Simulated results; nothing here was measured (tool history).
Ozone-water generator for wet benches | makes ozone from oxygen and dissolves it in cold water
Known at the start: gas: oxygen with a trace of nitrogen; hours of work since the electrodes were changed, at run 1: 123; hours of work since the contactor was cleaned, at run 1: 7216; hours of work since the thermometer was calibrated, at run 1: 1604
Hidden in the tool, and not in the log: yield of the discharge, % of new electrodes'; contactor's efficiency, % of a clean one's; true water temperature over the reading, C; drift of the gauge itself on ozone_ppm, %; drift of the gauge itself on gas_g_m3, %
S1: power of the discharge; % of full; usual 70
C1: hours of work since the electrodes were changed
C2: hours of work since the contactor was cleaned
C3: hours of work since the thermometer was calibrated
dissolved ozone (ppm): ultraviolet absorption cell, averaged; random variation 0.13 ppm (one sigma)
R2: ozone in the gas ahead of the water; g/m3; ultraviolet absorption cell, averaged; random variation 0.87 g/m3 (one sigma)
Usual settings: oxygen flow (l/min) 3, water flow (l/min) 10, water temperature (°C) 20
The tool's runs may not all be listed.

run 1 hour=0 | S1=70 oxygen_flow_(l/min)=3 water_flow_(l/min)=10 water_temperature_(°C)=20 | C1=123 C2=7216 C3=1604 | dissolved_ozone_(ppm)=13.3 R2=141.4
run 2 hour=69.5 | S1=70 oxygen_flow_(l/min)=3 water_flow_(l/min)=10 water_temperature_(°C)=20 | C1=183 C2=7276 C3=1665 | dissolved_ozone_(ppm)=13.2 R2=142.2
-- hour=143.9 contactor cleaned
run 3 hour=158.2 | S1=70 oxygen_flow_(l/min)=1.98 water_flow_(l/min)=10 water_temperature_(°C)=20 | C1=257 C2=12 C3=1738 | dissolved_ozone_(ppm)=13 R2=162.5
run 4 hour=278.5 | S1=70 oxygen_flow_(l/min)=1.98 water_flow_(l/min)=6 water_temperature_(°C)=20 | C1=361 C2=117 C3=1842 | dissolved_ozone_(ppm)=19.5 R2=160.4
run 5 hour=339.5 | S1=70 oxygen_flow_(l/min)=3 water_flow_(l/min)=10 water_temperature_(°C)=20 | C1=414 C2=170 C3=1895 | dissolved_ozone_(ppm)=14.1 R2=141.7
run 6 hour=456.6 | S1=70 oxygen_flow_(l/min)=3 water_flow_(l/min)=10 water_temperature_(°C)=20 | C1=516 C2=271 C3=1997 | dissolved_ozone_(ppm)=14 R2=141.5
run 7 hour=553.8 | S1=70 oxygen_flow_(l/min)=3 water_flow_(l/min)=10 water_temperature_(°C)=20 | C1=600 C2=355 C3=2081 | dissolved_ozone_(ppm)=13.9 R2=141.2
run 8 hour=654.4 | S1=70 oxygen_flow_(l/min)=3 water_flow_(l/min)=10 water_temperature_(°C)=24 | C1=687 C2=443 C3=2168 | dissolved_ozone_(ppm)=13.1 R2=139.6
run 9 hour=735.6 | S1=70 oxygen_flow_(l/min)=3 water_flow_(l/min)=10 water_temperature_(°C)=13 | C1=757 C2=513 C3=2239 | dissolved_ozone_(ppm)=15.5 R2=138.5
run 10 hour=807.4 | S1=70 oxygen_flow_(l/min)=3 water_flow_(l/min)=10 water_temperature_(°C)=20 | C1=820 C2=575 C3=2301 | dissolved_ozone_(ppm)=13.9 R2=141
run 11 hour=898.6 | S1=70 oxygen_flow_(l/min)=3 water_flow_(l/min)=10 water_temperature_(°C)=20 | C1=899 C2=654 C3=2380 | dissolved_ozone_(ppm)=13.9 R2=140
run 12 hour=1023.5 | S1=70 oxygen_flow_(l/min)=3 water_flow_(l/min)=10 water_temperature_(°C)=20 | C1=1007 C2=762 C3=2488 | dissolved_ozone_(ppm)=14 R2=139.5
run 13 hour=1113.2 | S1=70 oxygen_flow_(l/min)=3 water_flow_(l/min)=10 water_temperature_(°C)=20 | C1=1085 C2=840 C3=2566 | dissolved_ozone_(ppm)=13.8 R2=140.6
run 14 hour=1239.6 | S1=70 oxygen_flow_(l/min)=3 water_flow_(l/min)=10 water_temperature_(°C)=20 | C1=1194 C2=950 C3=2675 | dissolved_ozone_(ppm)=14.1 R2=140.1
run 15 hour=1369.4 | S1=70 oxygen_flow_(l/min)=3 water_flow_(l/min)=10 water_temperature_(°C)=20 | C1=1307 C2=1062 C3=2788 | dissolved_ozone_(ppm)=13.6 R2=140.2
run 16 hour=1491 | S1=70 oxygen_flow_(l/min)=3 water_flow_(l/min)=10 water_temperature_(°C)=20 | C1=1412 C2=1168 C3=2893 | dissolved_ozone_(ppm)=13.8 R2=139
run 17 hour=1604.6 | S1=70 oxygen_flow_(l/min)=3 water_flow_(l/min)=10 water_temperature_(°C)=20 | C1=1511 C2=1266 C3=2992 | dissolved_ozone_(ppm)=13.6 R2=139.2
run 18 hour=1683.4 | S1=43 oxygen_flow_(l/min)=3 water_flow_(l/min)=13 water_temperature_(°C)=20 | C1=1579 C2=1335 C3=3060 | dissolved_ozone_(ppm)=6.8 R2=89.8
run 19 hour=1781.3 | S1=70 oxygen_flow_(l/min)=2.97 water_flow_(l/min)=12 water_temperature_(°C)=20 | C1=1664 C2=1419 C3=3145 | dissolved_ozone_(ppm)=11.6 R2=138.9
run 20 hour=1877.4 | S1=70 oxygen_flow_(l/min)=2.97 water_flow_(l/min)=12 water_temperature_(°C)=20 | C1=1747 C2=1503 C3=3228 | dissolved_ozone_(ppm)=11.9 R2=139.8
run 21 hour=1993.7 | S1=70 oxygen_flow_(l/min)=3 water_flow_(l/min)=10 water_temperature_(°C)=13 | C1=1848 C2=1604 C3=3329 | dissolved_ozone_(ppm)=15.1 R2=138.9
run 22 hour=2103.4 | S1=70 oxygen_flow_(l/min)=3 water_flow_(l/min)=10 water_temperature_(°C)=13 | C1=1943 C2=1699 C3=3424 | dissolved_ozone_(ppm)=15.3 R2=139.7
run 23 hour=2219.3 | S1=55 oxygen_flow_(l/min)=3.35 water_flow_(l/min)=13 water_temperature_(°C)=14 | C1=2044 C2=1799 C3=3525 | dissolved_ozone_(ppm)=9.8 R2=108
run 24 hour=2296 | S1=52 oxygen_flow_(l/min)=2.59 water_flow_(l/min)=10 water_temperature_(°C)=14 | C1=2110 C2=1866 C3=3591 | dissolved_ozone_(ppm)=11 R2=111.7
run 25 hour=2401.4 | S1=94 oxygen_flow_(l/min)=2.59 water_flow_(l/min)=6 water_temperature_(°C)=15 | C1=2201 C2=1957 C3=3682 | dissolved_ozone_(ppm)=28.1 R2=190.2
run 26 hour=2532 | S1=70 oxygen_flow_(l/min)=4.81 water_flow_(l/min)=10 water_temperature_(°C)=20 | C1=2315 C2=2070 C3=3796 | dissolved_ozone_(ppm)=14.6 R2=119.7
run 27 hour=2620.9 | S1=46 oxygen_flow_(l/min)=3 water_flow_(l/min)=10 water_temperature_(°C)=21 | C1=2392 C2=2147 C3=3873 | dissolved_ozone_(ppm)=9.1 R2=94.6
run 28 hour=2681.8 | S1=46 oxygen_flow_(l/min)=2.7 water_flow_(l/min)=6 water_temperature_(°C)=21 | C1=2444 C2=2200 C3=3926 | dissolved_ozone_(ppm)=13.1 R2=96.6
run 29 hour=2755.8 | S1=46 oxygen_flow_(l/min)=2.7 water_flow_(l/min)=6 water_temperature_(°C)=21 | C1=2509 C2=2264 C3=3990 | dissolved_ozone_(ppm)=13 R2=96.9
run 30 hour=2856.5 | S1=42 oxygen_flow_(l/min)=3 water_flow_(l/min)=10 water_temperature_(°C)=20 | C1=2596 C2=2351 C3=4077 | dissolved_ozone_(ppm)=8.7 R2=87.3
run 31 hour=2925.6 | S1=70 oxygen_flow_(l/min)=3 water_flow_(l/min)=10 water_temperature_(°C)=13 | C1=2656 C2=2411 C3=4137 | dissolved_ozone_(ppm)=15 R2=137.6
run 32 hour=3011 | S1=59 oxygen_flow_(l/min)=3.68 water_flow_(l/min)=15 water_temperature_(°C)=20 | C1=2730 C2=2485 C3=4211 | dissolved_ozone_(ppm)=8.1 R2=111
run 33 hour=3095.2 | S1=48 oxygen_flow_(l/min)=3.68 water_flow_(l/min)=14 water_temperature_(°C)=26 | C1=2803 C2=2558 C3=4284 | dissolved_ozone_(ppm)=6.8 R2=90.8
-- hour=3126.1 water thermometer calibrated
run 34 hour=3216.6 | S1=48 oxygen_flow_(l/min)=3.68 water_flow_(l/min)=14 water_temperature_(°C)=26 | C1=2908 C2=2663 C3=78 | dissolved_ozone_(ppm)=6.8 R2=92

3 ways to go on from here, each from the tool as it stands after run 34. What would each give?
run A hour=3325.1 | S1=92 oxygen_flow_(l/min)=3 water_flow_(l/min)=10 water_temperature_(°C)=20 | C1=3002 C2=2757 C3=172 | dissolved_ozone_(ppm)=? R2=?
run B hour=3325.1 | S1=45 oxygen_flow_(l/min)=3 water_flow_(l/min)=10 water_temperature_(°C)=20 | C1=3002 C2=2757 C3=172 | dissolved_ozone_(ppm)=? R2=?
run C hour=3325.1 | S1=45 oxygen_flow_(l/min)=3.68 water_flow_(l/min)=14 water_temperature_(°C)=19 | C1=3002 C2=2757 C3=172 | dissolved_ozone_(ppm)=? R2=?

run=A dissolved_ozone_(ppm)=17.2 R2=172.1
run=B dissolved_ozone_(ppm)=9.1 R2=93
run=C dissolved_ozone_(ppm)=6.9 R2=85.9
Without the tool's hidden state the same runs would have given:
run=A dissolved_ozone_(ppm)=18.4 R2=181
run=B dissolved_ozone_(ppm)=9.4 R2=95.2
run=C dissolved_ozone_(ppm)=7.2 R2=88
